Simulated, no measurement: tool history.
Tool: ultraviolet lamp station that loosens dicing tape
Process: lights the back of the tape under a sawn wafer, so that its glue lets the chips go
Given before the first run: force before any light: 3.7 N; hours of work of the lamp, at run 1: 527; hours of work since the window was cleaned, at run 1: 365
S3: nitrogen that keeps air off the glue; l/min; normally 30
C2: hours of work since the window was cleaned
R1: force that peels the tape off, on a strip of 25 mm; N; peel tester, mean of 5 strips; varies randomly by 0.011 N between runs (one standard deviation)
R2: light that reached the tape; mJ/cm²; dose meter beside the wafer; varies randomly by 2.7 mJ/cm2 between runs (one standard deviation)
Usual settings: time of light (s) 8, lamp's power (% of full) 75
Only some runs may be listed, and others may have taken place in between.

run 1 hour=0.0 | time_of_light_(s)=8 lamp's_power_(%_of_full)=75 S3=30 | hours_of_work_of_the_lamp=527 C2=365 | R1=0.748 R2=290
run 2 hour=38.2 | time_of_light_(s)=4 lamp's_power_(%_of_full)=75 S3=30 | hours_of_work_of_the_lamp=554 C2=393 | R1=1.571 R2=142
run 3 hour=68.1 | time_of_light_(s)=4 lamp's_power_(%_of_full)=82 S3=30 | hours_of_work_of_the_lamp=575 C2=414 | R1=1.539 R2=156
-- hour=76.1 window cleaned of glue's vapour
run 4 hour=103.6 | time_of_light_(s)=4 lamp's_power_(%_of_full)=82 S3=30 | hours_of_work_of_the_lamp=600 C2=20 | R1=1.504 R2=157
run 5 hour=134.8 | time_of_light_(s)=8 lamp's_power_(%_of_full)=89 S3=30 | hours_of_work_of_the_lamp=622 C2=42 | R1=0.548 R2=337
run 6 hour=186.6 | time_of_light_(s)=8 lamp's_power_(%_of_full)=89 S3=30 | hours_of_work_of_the_lamp=659 C2=79 | R1=0.571 R2=336
run 7 hour=227.3 | time_of_light_(s)=9 lamp's_power_(%_of_full)=75 S3=30 | hours_of_work_of_the_lamp=688 C2=107 | R1=0.627 R2=308
run 8 hour=252.2 | time_of_light_(s)=9 lamp's_power_(%_of_full)=75 S3=30 | hours_of_work_of_the_lamp=706 C2=125 | R1=0.648 R2=309
run 9 hour=276.5 | time_of_light_(s)=9 lamp's_power_(%_of_full)=75 S3=30 | hours_of_work_of_the_lamp=723 C2=142 | R1=0.647 R2=311
run 10 hour=325.6 | time_of_light_(s)=9 lamp's_power_(%_of_full)=75 S3=30 | hours_of_work_of_the_lamp=758 C2=177 | R1=0.682 R2=300
run 11 hour=349.6 | time_of_light_(s)=8 lamp's_power_(%_of_full)=82 S3=30 | hours_of_work_of_the_lamp=775 C2=194 | R1=0.689 R2=289
run 12 hour=375.3 | time_of_light_(s)=8 lamp's_power_(%_of_full)=82 S3=30 | hours_of_work_of_the_lamp=793 C2=213 | R1=0.722 R2=288
run 13 hour=414.0 | time_of_light_(s)=8 lamp's_power_(%_of_full)=92 S3=30 | hours_of_work_of_the_lamp=821 C2=240 | R1=0.634 R2=309
run 14 hour=464.2 | time_of_light_(s)=8 lamp's_power_(%_of_full)=75 S3=30 | hours_of_work_of_the_lamp=856 C2=276 | R1=0.853 R2=253
run 15 hour=488.1 | time_of_light_(s)=8 lamp's_power_(%_of_full)=75 S3=35 | hours_of_work_of_the_lamp=873 C2=293 | R1=0.839 R2=250
run 16 hour=524.6 | time_of_light_(s)=8 lamp's_power_(%_of_full)=75 S3=35 | hours_of_work_of_the_lamp=899 C2=319 | R1=0.827 R2=247
run 17 hour=561.4 | time_of_light_(s)=8 lamp's_power_(%_of_full)=75 S3=35 | hours_of_work_of_the_lamp=925 C2=345 | R1=0.890 R2=244
run 18 hour=587.4 | time_of_light_(s)=11 lamp's_power_(%_of_full)=75 S3=31 | hours_of_work_of_the_lamp=944 C2=363 | R1=0.571 R2=329
run 19 hour=634.1 | time_of_light_(s)=4 lamp's_power_(%_of_full)=75 S3=19 | hours_of_work_of_the_lamp=977 C2=396 | R1=1.979 R2=120
-- hour=648.3 lamp changed
-- hour=669.1 window cleaned of glue's vapour
run 20 hour=674.8 | time_of_light_(s)=7 lamp's_power_(%_of_full)=96 S3=15 | hours_of_work_of_the_lamp=18 C2=4 | R1=0.602 R2=396
run 21 hour=712.3 | time_of_light_(s)=14 lamp's_power_(%_of_full)=64 S3=22 | hours_of_work_of_the_lamp=45 C2=31 | R1=0.285 R2=536
run 22 hour=756.4 | time_of_light_(s)=4 lamp's_power_(%_of_full)=64 S3=36 | hours_of_work_of_the_lamp=76 C2=62 | R1=1.487 R2=148
run 23 hour=793.4 | time_of_light_(s)=12 lamp's_power_(%_of_full)=96 S3=30 | hours_of_work_of_the_lamp=103 C2=88 | R1=0.167 R2=659
run 24 hour=841.9 | time_of_light_(s)=7 lamp's_power_(%_of_full)=82 S3=9 | hours_of_work_of_the_lamp=137 C2=123 | R1=1.007 R2=323
run 25 hour=874.9 | time_of_light_(s)=12 lamp's_power_(%_of_full)=79 S3=30 | hours_of_work_of_the_lamp=161 C2=146 | R1=0.241 R2=523
run 26 hour=897.4 | time_of_light_(s)=7 lamp's_power_(%_of_full)=71 S3=13 | hours_of_work_of_the_lamp=177 C2=162 | R1=1.036 R2=272
run 27 hour=940.8 | time_of_light_(s)=5 lamp's_power_(%_of_full)=74 S3=19 | hours_of_work_of_the_lamp=207 C2=193 | R1=1.357 R2=201
run 28 hour=986.6 | time_of_light_(s)=5 lamp's_power_(%_of_full)=74 S3=19 | hours_of_work_of_the_lamp=240 C2=226 | R1=1.316 R2=201
run 29 hour=1038.8 | time_of_light_(s)=5 lamp's_power_(%_of_full)=95 S3=19 | hours_of_work_of_the_lamp=277 C2=263 | R1=1.058 R2=248
run 30 hour=1064.7 | time_of_light_(s)=13 lamp's_power_(%_of_full)=97 S3=30 | hours_of_work_of_the_lamp=295 C2=281 | R1=0.166 R2=657
run 31 hour=1111.4 | time_of_light_(s)=9 lamp's_power_(%_of_full)=75 S3=17 | hours_of_work_of_the_lamp=329 C2=314 | R1=0.719 R2=350
run 32 hour=1160.7 | time_of_light_(s)=4 lamp's_power_(%_of_full)=75 S3=27 | hours_of_work_of_the_lamp=364 C2=349 | R1=1.628 R2=149
run 33 hour=1199.9 | time_of_light_(s)=6 lamp's_power_(%_of_full)=69 S3=32 | hours_of_work_of_the_lamp=392 C2=377 | R1=1.077 R2=205
run 34 hour=1232.6 | time_of_light_(s)=12 lamp's_power_(%_of_full)=76 S3=30 | hours_of_work_of_the_lamp=415 C2=400 | R1=0.340 R2=457

Branching from run 34: 4 alternative next runs. What would each branch give?
run A hour=1255.2 | time_of_light_(s)=13 lamp's_power_(%_of_full)=98 S3=13 | hours_of_work_of_the_lamp=431 C2=416 | R1=? R2=?
run B hour=1255.2 | time_of_light_(s)=6 lamp's_power_(%_of_full)=68 S3=17 | hours_of_work_of_the_lamp=431 C2=416 | R1=? R2=?
run C hour=1255.2 | time_of_light_(s)=6 lamp's_power_(%_of_full)=61 S3=48 | hours_of_work_of_the_lamp=431 C2=416 | R1=? R2=?
run D hour=1255.2 | time_of_light_(s)=6 lamp's_power_(%_of_full)=100 S3=30 | hours_of_work_of_the_lamp=431 C2=416 | R1=? R2=?

run=A R1=0.291 R2=625
run=B R1=1.427 R2=199
run=C R1=1.137 R2=173
run=D R1=0.688 R2=291
With no hidden state in the tool, these same runs would have given:
run=A R1=0.190 R2=783
run=B R1=1.119 R2=250
run=C R1=0.857 R2=219
run=D R1=0.473 R2=366
